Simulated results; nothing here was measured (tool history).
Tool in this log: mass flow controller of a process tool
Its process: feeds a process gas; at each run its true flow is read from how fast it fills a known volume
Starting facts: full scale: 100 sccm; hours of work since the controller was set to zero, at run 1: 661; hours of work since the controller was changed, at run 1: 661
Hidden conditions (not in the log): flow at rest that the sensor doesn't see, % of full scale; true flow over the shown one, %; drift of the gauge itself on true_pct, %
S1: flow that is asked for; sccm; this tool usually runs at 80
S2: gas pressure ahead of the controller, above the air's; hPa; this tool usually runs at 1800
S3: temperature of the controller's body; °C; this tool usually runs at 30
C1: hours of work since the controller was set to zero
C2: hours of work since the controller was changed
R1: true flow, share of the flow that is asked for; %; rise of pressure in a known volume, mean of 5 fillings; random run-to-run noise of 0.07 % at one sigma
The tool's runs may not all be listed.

run    hour  S1    S2  S3    C1    C2     R1
  1     0.0  80  1800  30   661   661  98.71
  2    79.1  80  1800  30   722   722  98.65
  3   191.9  80  1800  30   809   809  98.65
  4   294.0  80  1800  30   887   887  98.57
  5   366.0  80  1720  30   943   943  98.45
  6   455.9  80  1720  30  1012  1012  98.41
  7   562.0  80  1800  30  1094  1094  98.40
  8   649.9  80  1840  30  1162  1162  98.32
  9   736.8  80  1840  30  1228  1228  98.24
 10   816.0  80  1840  30  1290  1290  98.08
 11   929.0  14  1630  34  1377  1377  96.07
 12  1042.4  94  1800  36  1464  1464  97.58
 13  1102.1  94  1800  36  1510  1510  97.64
 14  1201.3  31  1430  21  1586  1586  98.11
 15  1255.2  31  1430  21  1628  1628  98.00

Below are 4 alternative next runs, each starting from the tool's condition after run 15. Predict each:
  A  1314.3  24  1800  30  1673  1673   ?
  B  1314.3  96  1870  30  1673  1673   ?
  C  1314.3  96  2590  34  1673  1673   ?
  D  1314.3  68  2460  28  1673  1673   ?

run     R1
  A  96.81
  B  98.28
  C  98.15
  D  98.25
Take away the tool's hidden state, keep each run's random variation, and the runs would have read:
run     R1
  A  98.49
  B  99.44
  C  99.31
  D  99.48

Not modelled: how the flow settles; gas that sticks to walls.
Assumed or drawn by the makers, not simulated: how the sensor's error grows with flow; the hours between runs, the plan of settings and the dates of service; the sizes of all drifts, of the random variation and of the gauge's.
